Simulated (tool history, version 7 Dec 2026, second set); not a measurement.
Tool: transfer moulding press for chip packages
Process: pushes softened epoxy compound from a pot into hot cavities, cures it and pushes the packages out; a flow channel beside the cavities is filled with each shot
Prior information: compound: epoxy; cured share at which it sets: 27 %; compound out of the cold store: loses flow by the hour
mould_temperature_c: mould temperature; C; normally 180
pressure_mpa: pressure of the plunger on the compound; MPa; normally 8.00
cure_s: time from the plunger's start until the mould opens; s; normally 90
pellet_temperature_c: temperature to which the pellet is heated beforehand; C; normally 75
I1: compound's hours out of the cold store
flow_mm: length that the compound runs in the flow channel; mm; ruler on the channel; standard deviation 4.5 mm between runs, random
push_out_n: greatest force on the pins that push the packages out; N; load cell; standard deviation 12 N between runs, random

{"run": 1, "hour": 0.0, "mould_temperature_c": 180, "pressure_mpa": 8.0, "cure_s": 90, "pellet_temperature_c": 75, "I1": 33.2, "flow_mm": 843, "push_out_n": 563}
{"run": 2, "hour": 7.0, "mould_temperature_c": 180, "pressure_mpa": 8.0, "cure_s": 90, "pellet_temperature_c": 75, "I1": 35.4, "flow_mm": 831, "push_out_n": 545}
{"run": 3, "hour": 13.7, "mould_temperature_c": 180, "pressure_mpa": 8.0, "cure_s": 90, "pellet_temperature_c": 75, "I1": 25.0, "flow_mm": 888, "push_out_n": 563}
{"run": 4, "hour": 18.4, "mould_temperature_c": 180, "pressure_mpa": 8.0, "cure_s": 90, "pellet_temperature_c": 75, "I1": 26.0, "flow_mm": 871, "push_out_n": 577}
{"run": 5, "hour": 22.7, "mould_temperature_c": 180, "pressure_mpa": 8.0, "cure_s": 90, "pellet_temperature_c": 75, "I1": 15.9, "flow_mm": 935, "push_out_n": 594}
{"run": 6, "hour": 28.5, "mould_temperature_c": 180, "pressure_mpa": 8.0, "cure_s": 90, "pellet_temperature_c": 75, "I1": 17.5, "flow_mm": 919, "push_out_n": 588}
{"run": 7, "hour": 35.6, "mould_temperature_c": 180, "pressure_mpa": 8.0, "cure_s": 90, "pellet_temperature_c": 75, "I1": 12.8, "flow_mm": 942, "push_out_n": 603}
{"run": 8, "hour": 44.9, "mould_temperature_c": 180, "pressure_mpa": 8.0, "cure_s": 90, "pellet_temperature_c": 75, "I1": 14.9, "flow_mm": 935, "push_out_n": 588}
{"hour": 47.2, "done": "cavities cleaned with cleaning compound and waxed"}
{"hour": 51.6, "done": "plunger's sealing rings changed"}
{"run": 9, "hour": 54.8, "mould_temperature_c": 180, "pressure_mpa": 8.0, "cure_s": 90, "pellet_temperature_c": 75, "I1": 24.8, "flow_mm": 881, "push_out_n": 556}
{"run": 10, "hour": 63.1, "mould_temperature_c": 180, "pressure_mpa": 8.0, "cure_s": 90, "pellet_temperature_c": 81, "I1": 17.7, "flow_mm": 919, "push_out_n": 591}
{"run": 11, "hour": 71.1, "mould_temperature_c": 180, "pressure_mpa": 8.0, "cure_s": 90, "pellet_temperature_c": 81, "I1": 12.1, "flow_mm": 957, "push_out_n": 588}
{"run": 12, "hour": 78.5, "mould_temperature_c": 180, "pressure_mpa": 8.0, "cure_s": 110, "pellet_temperature_c": 81, "I1": 23.9, "flow_mm": 890, "push_out_n": 450}
{"run": 13, "hour": 85.3, "mould_temperature_c": 180, "pressure_mpa": 8.61, "cure_s": 90, "pellet_temperature_c": 75, "I1": 38.7, "flow_mm": 847, "push_out_n": 544}
{"run": 14, "hour": 94.7, "mould_temperature_c": 180, "pressure_mpa": 8.61, "cure_s": 90, "pellet_temperature_c": 75, "I1": 28.5, "flow_mm": 900, "push_out_n": 580}
{"run": 15, "hour": 98.9, "mould_temperature_c": 180, "pressure_mpa": 8.61, "cure_s": 90, "pellet_temperature_c": 75, "I1": 16.9, "flow_mm": 963, "push_out_n": 586}
{"run": 16, "hour": 104.6, "mould_temperature_c": 180, "pressure_mpa": 8.0, "cure_s": 120, "pellet_temperature_c": 71, "I1": 19.5, "flow_mm": 912, "push_out_n": 445}
{"hour": 111.4, "done": "cavities cleaned with cleaning compound and waxed"}
{"run": 17, "hour": 112.3, "mould_temperature_c": 186, "pressure_mpa": 8.0, "cure_s": 120, "pellet_temperature_c": 71, "I1": 39.6, "flow_mm": 811, "push_out_n": 445}
{"run": 18, "hour": 118.6, "mould_temperature_c": 186, "pressure_mpa": 8.0, "cure_s": 120, "pellet_temperature_c": 71, "I1": 23.6, "flow_mm": 893, "push_out_n": 435}

Estimate the outcome of run 19 from the log above:
{"run": 19, "hour": 125.0, "mould_temperature_c": 180, "pressure_mpa": 8.0, "cure_s": 101, "pellet_temperature_c": 77, "I1": 16.8, "flow_mm": "?", "push_out_n": "?"}

Run 19 measured flow_mm 932 mm, push_out_n 508 N.
Without the tool's hidden state the same run would have given flow_mm 933 mm, push_out_n 505 N.
